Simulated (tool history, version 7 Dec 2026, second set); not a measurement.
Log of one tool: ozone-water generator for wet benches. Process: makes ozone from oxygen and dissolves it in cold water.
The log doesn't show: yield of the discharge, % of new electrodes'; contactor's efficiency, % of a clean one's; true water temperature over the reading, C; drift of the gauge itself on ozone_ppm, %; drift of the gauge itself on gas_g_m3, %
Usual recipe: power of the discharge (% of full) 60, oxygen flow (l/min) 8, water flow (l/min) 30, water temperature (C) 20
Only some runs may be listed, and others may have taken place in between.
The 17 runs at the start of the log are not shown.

| run | hour | power of the discharge (% of full) | oxygen flow (l/min) | water flow (l/min) | water temperature (C) | hours of work since the electrodes were changed | hours of work since the contactor was cleaned | hours of work since the thermometer was calibrated | dissolved ozone (ppm) | ozone in the gas ahead of the water (g/m3) |
|---|---|---|---|---|---|---|---|---|---|---|
| 18 | 422.3 | 60 | 10.34 | 46 | 20 | 1570 | 1834 | 2019 | 11.7 | 132.4 |
| 19 | 454.1 | 64 | 10.98 | 22 | 19 | 1600 | 1864 | 2049 | 22.1 | 133.2 |
| 20 | 486.5 | 64 | 10.98 | 22 | 19 | 1631 | 1895 | 2080 | 22.2 | 133.1 |
| 21 | 520.1 | 64 | 10.98 | 22 | 19 | 1663 | 1927 | 2112 | 22 | 133.2 |
| 22 | 545.2 | 83 | 8 | 30 | 21 | 1687 | 1951 | 2136 | 22.7 | 206 |
| 23 | 574.7 | 67 | 4.42 | 48 | 21 | 1715 | 1979 | 2164 | 12.2 | 257.1 |
| 24 | 595.5 | 60 | 4.82 | 19 | 25 | 1735 | 1999 | 2184 | 25.3 | 221.8 |
| 25 | 625.9 | 60 | 6.33 | 19 | 22 | 1764 | 2028 | 2213 | 25.1 | 186 |
| 26 | 648.1 | 56 | 8 | 30 | 18 | 1785 | 2049 | 2234 | 17.3 | 149.5 |
| 27 | 683.9 | 61 | 8 | 27 | 20 | 1819 | 2083 | 2268 | 19.6 | 160 |
| 28 | 710 | 60 | 6.15 | 30 | 17 | 1844 | 2108 | 2293 | 19.2 | 189.2 |
| 29 | 741.6 | 85 | 8 | 30 | 20 | 1874 | 2138 | 2323 | 23.6 | 207.1 |
| 30 | 776.7 | 87 | 8 | 48 | 20 | 1907 | 2171 | 2356 | 14.9 | 211.6 |
| 31 | 806.8 | 60 | 8.29 | 30 | 20 | 1936 | 2200 | 2385 | 17.8 | 154.2 |
| 32 | 833.9 | 92 | 5.05 | 38 | 16 | 1962 | 2225 | 2411 | 21.1 | 303.4 |

Consider 4 possible next runs. They are alternatives, not a sequence: every one starts from the tool as it was left by run 32. What does each give?
| A | 867 | 92 | 12.54 | 38 | 16 | 1993 | 2257 | 2442 | ? | ? |
| B | 867 | 92 | 5.05 | 18 | 25 | 1993 | 2257 | 2442 | ? | ? |
| C | 867 | 60 | 8 | 31 | 24 | 1993 | 2257 | 2442 | ? | ? |
| D | 867 | 92 | 14.2 | 38 | 16 | 1993 | 2257 | 2442 | ? | ? |

| run | dissolved ozone (ppm) | ozone in the gas ahead of the water (g/m3) |
|---|---|---|
| A | 20.1 | 162.5 |
| B | 36.2 | 300.1 |
| C | 16.4 | 156.3 |
| D | 19.4 | 148.2 |
Without the tool's hidden state the same runs would have given:
| run | dissolved ozone (ppm) | ozone in the gas ahead of the water (g/m3) |
|---|---|---|
| A | 20.2 | 162.6 |
| B | 36.3 | 300.3 |
| C | 16.4 | 156.4 |
| D | 19.4 | 148.3 |

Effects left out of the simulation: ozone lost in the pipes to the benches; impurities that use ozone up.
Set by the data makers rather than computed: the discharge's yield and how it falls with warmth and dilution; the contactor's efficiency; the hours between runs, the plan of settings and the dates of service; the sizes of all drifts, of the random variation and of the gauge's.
